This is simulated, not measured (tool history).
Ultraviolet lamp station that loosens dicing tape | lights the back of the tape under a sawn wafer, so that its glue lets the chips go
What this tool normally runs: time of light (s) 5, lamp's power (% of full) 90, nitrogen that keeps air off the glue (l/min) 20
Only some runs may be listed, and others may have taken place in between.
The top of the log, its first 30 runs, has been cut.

run,day,time of light (s),lamp's power (% of full),nitrogen that keeps air off the glue (l/min),hours of work of the lamp,hours of work since the window was cleaned,force that peels the tape off (N),light that reached the tape (mJ/cm2)
31,77.979,4,82,33,219,226,1.495,232
32,80.554,4,82,33,261,268,1.602,228
33,83.358,3,82,33,307,314,2.607,167
34,85.388,2,75,38,340,347,4.714,98
35,86.971,5,75,38,366,373,1.269,242
36,90.192,8,69,14,419,426,1.236,347
37,93.225,5,81,40,469,476,1.25,246
# day 94.4: window cleaned of glue's vapour
38,94.925,5,72,7,496,9,3.645,230
39,97.925,3,88,10,545,58,4.473,162
40,101.379,5,73,20,602,114,2.277,219
41,104.683,3,73,10,656,168,5.614,125
42,106.612,8,83,15,687,200,1.085,368
43,108.796,8,83,15,723,235,1.078,358

Predict each of these 3 candidate next runs independently; none follows another, all start after run 43:
# day 109.946: lamp changed
A,112.004,5,87,23,34,287,?,?
# day 109.946: lamp changed
B,112.004,6,90,20,34,287,?,?
# day 109.946: lamp changed
C,112.004,8,89,26,34,287,?,?

run,force that peels the tape off (N),light that reached the tape (mJ/cm2)
A,0.881,346
B,0.601,427
C,0.293,557
Had the tool no hidden state, the same runs would have come out as:
run,force that peels the tape off (N),light that reached the tape (mJ/cm2)
A,0.777,367
B,0.529,452
C,0.269,591
